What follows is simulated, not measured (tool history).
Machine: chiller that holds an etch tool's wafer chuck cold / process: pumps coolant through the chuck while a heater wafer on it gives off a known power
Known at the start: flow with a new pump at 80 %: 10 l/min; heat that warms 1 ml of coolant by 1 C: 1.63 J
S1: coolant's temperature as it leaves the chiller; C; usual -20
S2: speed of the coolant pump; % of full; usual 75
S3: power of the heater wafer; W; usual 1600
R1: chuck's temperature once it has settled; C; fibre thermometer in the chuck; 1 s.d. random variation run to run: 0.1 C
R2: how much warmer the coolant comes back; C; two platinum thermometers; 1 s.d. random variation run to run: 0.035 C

{"run": 1, "hour": 0.0, "S1": -20, "S2": 75, "S3": 1600, "R1": -7, "R2": 6.26}
{"run": 2, "hour": 47.6, "S1": -12, "S2": 75, "S3": 1600, "R1": 1, "R2": 6.22}
{"run": 3, "hour": 78.5, "S1": -12, "S2": 75, "S3": 1600, "R1": 0.9, "R2": 6.27}
{"run": 4, "hour": 123.7, "S1": -12, "S2": 75, "S3": 1600, "R1": 1, "R2": 6.31}
{"run": 5, "hour": 182.9, "S1": -12, "S2": 75, "S3": 1600, "R1": 0.9, "R2": 6.26}
{"run": 6, "hour": 224.8, "S1": -12, "S2": 75, "S3": 1600, "R1": 0.8, "R2": 6.25}
{"run": 7, "hour": 284.8, "S1": -20, "S2": 75, "S3": 1052, "R1": -11.4, "R2": 4.06}
{"run": 8, "hour": 336.1, "S1": -20, "S2": 75, "S3": 1052, "R1": -11.5, "R2": 4.07}
{"hour": 354.8, "done": "coolant changed, channels flushed"}
{"run": 9, "hour": 396.8, "S1": -20, "S2": 75, "S3": 1052, "R1": -11.6, "R2": 4.14}
{"run": 10, "hour": 431.3, "S1": -21, "S2": 75, "S3": 1600, "R1": -8.2, "R2": 6.21}
{"run": 11, "hour": 474.2, "S1": -21, "S2": 75, "S3": 1158, "R1": -11.6, "R2": 4.42}
{"run": 12, "hour": 511.0, "S1": -20, "S2": 75, "S3": 1600, "R1": -7.1, "R2": 6.26}
{"run": 13, "hour": 549.7, "S1": -20, "S2": 75, "S3": 1600, "R1": -7.1, "R2": 6.21}
{"run": 14, "hour": 614.1, "S1": -20, "S2": 74, "S3": 1600, "R1": -6.9, "R2": 6.29}
{"run": 15, "hour": 675.7, "S1": -20, "S2": 66, "S3": 1586, "R1": -5.9, "R2": 6.95}
{"run": 16, "hour": 715.1, "S1": -20, "S2": 66, "S3": 1586, "R1": -5.6, "R2": 6.99}

The next listed run, before its measurement:
{"run": 17, "hour": 777.1, "S1": -20, "S2": 66, "S3": 1586, "R1": "?", "R2": "?"}

R1: -6 C
R2: 6.93 C
With the hidden condition absent and the run-to-run variation left alone, this run would have shown R1 -6 C, R2 7.07 C.

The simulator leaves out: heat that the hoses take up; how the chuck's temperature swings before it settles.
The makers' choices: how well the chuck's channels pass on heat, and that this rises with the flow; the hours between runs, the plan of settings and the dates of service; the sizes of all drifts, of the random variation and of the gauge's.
